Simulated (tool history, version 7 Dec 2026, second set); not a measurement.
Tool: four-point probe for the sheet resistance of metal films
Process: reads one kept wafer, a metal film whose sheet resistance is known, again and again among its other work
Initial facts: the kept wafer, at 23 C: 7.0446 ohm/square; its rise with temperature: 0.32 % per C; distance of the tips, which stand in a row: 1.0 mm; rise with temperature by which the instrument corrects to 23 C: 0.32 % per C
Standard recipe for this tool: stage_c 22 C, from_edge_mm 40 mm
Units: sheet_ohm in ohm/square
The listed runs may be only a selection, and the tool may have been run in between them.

{"run": 1, "day": 0.0, "stage_c": 22, "from_edge_mm": 40, "sheet_ohm": 6.98504}
{"run": 2, "day": 2.775, "stage_c": 22, "from_edge_mm": 40, "sheet_ohm": 6.984871}
{"run": 3, "day": 5.088, "stage_c": 22, "from_edge_mm": 40, "sheet_ohm": 6.985762}
{"run": 4, "day": 7.158, "stage_c": 22, "from_edge_mm": 40, "sheet_ohm": 6.981643}
{"run": 5, "day": 11.421, "stage_c": 22, "from_edge_mm": 16, "sheet_ohm": 6.99523}
{"run": 6, "day": 14.45, "stage_c": 22, "from_edge_mm": 16, "sheet_ohm": 6.994022}
{"run": 7, "day": 16.408, "stage_c": 22, "from_edge_mm": 16, "sheet_ohm": 6.992129}
{"run": 8, "day": 20.1, "stage_c": 22, "from_edge_mm": 17, "sheet_ohm": 6.994366}
{"run": 9, "day": 23.017, "stage_c": 35, "from_edge_mm": 17, "sheet_ohm": 6.987651}
{"run": 10, "day": 26.246, "stage_c": 22, "from_edge_mm": 60, "sheet_ohm": 6.979762}
{"day": 26.488, "done": "stage's thermometer calibrated"}
{"run": 11, "day": 30.375, "stage_c": 22, "from_edge_mm": 60, "sheet_ohm": 6.974876}
{"run": 12, "day": 34.467, "stage_c": 19, "from_edge_mm": 8, "sheet_ohm": 7.034698}
{"run": 13, "day": 38.783, "stage_c": 21, "from_edge_mm": 40, "sheet_ohm": 6.975084}
{"day": 40.462, "done": "stage's thermometer calibrated, once more"}
{"run": 14, "day": 42.654, "stage_c": 21, "from_edge_mm": 40, "sheet_ohm": 6.985424}
{"run": 15, "day": 46.154, "stage_c": 21, "from_edge_mm": 40, "sheet_ohm": 6.985148}
{"run": 16, "day": 48.604, "stage_c": 27, "from_edge_mm": 4, "sheet_ohm": 7.206054}
{"run": 17, "day": 52.912, "stage_c": 26, "from_edge_mm": 6, "sheet_ohm": 7.083099}
{"run": 18, "day": 57.154, "stage_c": 30, "from_edge_mm": 29, "sheet_ohm": 6.984276}
{"run": 19, "day": 61.146, "stage_c": 18, "from_edge_mm": 10, "sheet_ohm": 7.020614}
{"run": 20, "day": 63.667, "stage_c": 30, "from_edge_mm": 25, "sheet_ohm": 6.982634}
{"run": 21, "day": 67.796, "stage_c": 29, "from_edge_mm": 40, "sheet_ohm": 6.9857}

Consider 4 possible next runs. They are alternatives, not a sequence: every one starts from the tool as it was left by run 21. What does each give?
{"run": "A", "day": 70.092, "stage_c": 32, "from_edge_mm": 40, "sheet_ohm": "?"}
{"run": "B", "day": 70.092, "stage_c": 24, "from_edge_mm": 17, "sheet_ohm": "?"}
{"run": "C", "day": 70.092, "stage_c": 26, "from_edge_mm": 5, "sheet_ohm": "?"}
{"run": "D", "day": 70.092, "stage_c": 20, "from_edge_mm": 40, "sheet_ohm": "?"}

run=A sheet_ohm=6.980805
run=B sheet_ohm=6.994207
run=C sheet_ohm=7.127225
run=D sheet_ohm=6.983717
With no hidden state in the tool, these same runs would have given:
run=A sheet_ohm=7.044841
run=B sheet_ohm=7.058403
run=C sheet_ohm=7.192535
run=D sheet_ohm=7.047847
